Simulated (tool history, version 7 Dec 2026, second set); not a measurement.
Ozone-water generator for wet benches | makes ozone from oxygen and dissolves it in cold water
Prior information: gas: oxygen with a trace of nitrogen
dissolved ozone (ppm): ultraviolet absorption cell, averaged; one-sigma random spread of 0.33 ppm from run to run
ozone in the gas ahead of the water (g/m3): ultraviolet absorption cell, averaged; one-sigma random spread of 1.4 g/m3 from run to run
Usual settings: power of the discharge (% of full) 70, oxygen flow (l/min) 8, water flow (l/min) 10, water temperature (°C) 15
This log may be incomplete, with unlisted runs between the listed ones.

| run | hour | power of the discharge (% of full) | oxygen flow (l/min) | water flow (l/min) | water temperature (°C) | dissolved ozone (ppm) | ozone in the gas ahead of the water (g/m3) |
|---|---|---|---|---|---|---|---|
| 1 | 0 | 70 | 8 | 10 | 15 | 52.4 | 267.4 |
| 2 | 84 | 70 | 8 | 10 | 15 | 52.1 | 268.2 |
| 3 | 168.9 | 70 | 8 | 10 | 15 | 52.7 | 266 |
| 4 | 248.8 | 70 | 5.17 | 10 | 15 | 57.8 | 349.4 |
| 5 | 356.7 | 70 | 5.17 | 10 | 15 | 58.3 | 348.3 |
| 6 | 441.3 | 70 | 5.17 | 10 | 15 | 58.9 | 345.6 |
| 7 | 570.8 | 70 | 5.17 | 10 | 15 | 59.1 | 346.6 |
| 8 | 709.7 | 70 | 5.17 | 10 | 15 | 59.2 | 346.5 |
| 9 | 809.1 | 70 | 5.17 | 10 | 15 | 58.7 | 344.3 |
| 10 | 884.2 | 72 | 6.84 | 11 | 15 | 52.8 | 300 |
| 11 | 993.9 | 70 | 8 | 6 | 15 | 63.7 | 265.4 |
| 12 | 1143.6 | 68 | 8.02 | 6 | 13 | 65.5 | 262.6 |
| 13 | 1289.8 | 68 | 8.02 | 6 | 13 | 65.1 | 261.2 |
| 14 | 1434.4 | 70 | 8 | 10 | 22 | 44.5 | 265.4 |

Each row is a separate what-if for the run after 14, all from the same tool condition, not one after another. Results?
| A | 1517.8 | 71 | 8 | 9 | 17 | ? | ? |
| B | 1517.8 | 70 | 8 | 6 | 12 | ? | ? |
| C | 1517.8 | 70 | 7.49 | 10 | 18 | ? | ? |

| run | dissolved ozone (ppm) | ozone in the gas ahead of the water (g/m3) |
|---|---|---|
| A | 52.6 | 268.5 |
| B | 68.5 | 265.5 |
| C | 50.1 | 274.8 |
What these runs would have given with no unlogged condition in the tool:
| run | dissolved ozone (ppm) | ozone in the gas ahead of the water (g/m3) |
|---|---|---|
| A | 52.8 | 269.3 |
| B | 68.8 | 266.3 |
| C | 50.3 | 275.6 |
